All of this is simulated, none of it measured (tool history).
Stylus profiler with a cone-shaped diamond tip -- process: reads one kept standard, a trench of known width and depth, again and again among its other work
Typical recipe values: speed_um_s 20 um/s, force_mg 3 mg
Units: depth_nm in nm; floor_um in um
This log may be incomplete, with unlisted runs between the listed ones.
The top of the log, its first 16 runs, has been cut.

| run | hour | speed_um_s | force_mg | scans with this tip | hours of work since the height scale was calibrated | depth_nm | floor_um |
|---|---|---|---|---|---|---|---|
| 17 | 380.1 | 31 | 4.29 | 1004 | 78 | 202.21 | 47.06 |
| 18 | 405.8 | 31 | 4.29 | 1140 | 88 | 202.29 | 47.14 |
| 19 | 433 | 31 | 4.29 | 1284 | 100 | 202.34 | 47.09 |
| 20 | 461.1 | 31 | 4.29 | 1433 | 111 | 202.39 | 47.05 |
| 21 | 482.1 | 8 | 3 | 1545 | 120 | 201.78 | 47.16 |
| 22 | 504.7 | 56 | 2.07 | 1664 | 129 | 201.4 | 46.98 |
| 23 | 534 | 56 | 2.07 | 1819 | 141 | 201.48 | 46.99 |
| 24 | 552.6 | 56 | 2.07 | 1918 | 149 | 201.39 | 46.92 |
|  | 555.3 | height scale calibrated on a step standard |
| 25 | 574.3 | 56 | 4.81 | 2031 | 8 | 202.49 | 46.94 |
| 26 | 595.7 | 20 | 8.11 | 2144 | 17 | 203.61 | 47.09 |
| 27 | 626 | 8 | 6.42 | 2305 | 29 | 203.02 | 47.08 |
| 28 | 642.3 | 15 | 1.16 | 2391 | 36 | 201.04 | 47.09 |
| 29 | 659.7 | 25 | 5.85 | 2484 | 43 | 202.88 | 47.06 |
| 30 | 684.9 | 34 | 5.79 | 2617 | 53 | 202.83 | 47.01 |
|  | 687 | height scale calibrated on a step standard, once more |
| 31 | 700 | 34 | 5.79 | 2694 | 5 | 203.07 | 47.02 |
| 32 | 719.4 | 5 | 2.55 | 2797 | 13 | 201.72 | 47.09 |
| 33 | 734.5 | 8 | 1.72 | 2878 | 20 | 201.29 | 47.06 |
| 34 | 759.2 | 19 | 1.64 | 3009 | 30 | 201.23 | 47 |
| 35 | 785.1 | 59 | 1.43 | 3146 | 40 | 201.17 | 46.78 |
| 36 | 801.9 | 25 | 1.64 | 3235 | 47 | 201.46 | 46.9 |
| 37 | 818.5 | 25 | 1.64 | 3323 | 54 | 201.14 | 46.91 |
| 38 | 834.5 | 16 | 1.39 | 3407 | 61 | 201.23 | 46.93 |

Branching from run 38: 3 alternative next runs. What would each branch give?
| A | 858.8 | 8 | 1.28 | 3537 | 71 | ? | ? |
| B | 858.8 | 27 | 4.94 | 3537 | 71 | ? | ? |
| C | 858.8 | 36 | 6.24 | 3537 | 71 | ? | ? |

| run | depth_nm | floor_um |
|---|---|---|
| A | 201.05 | 47.02 |
| B | 202.73 | 47 |
| C | 202.84 | 47.02 |
The same runs, with their run-to-run variation unchanged, on a tool lacking any hidden condition would have given:
| run | depth_nm | floor_um |
|---|---|---|
| A | 201.1 | 47.19 |
| B | 202.78 | 47.16 |
| C | 202.89 | 47.18 |
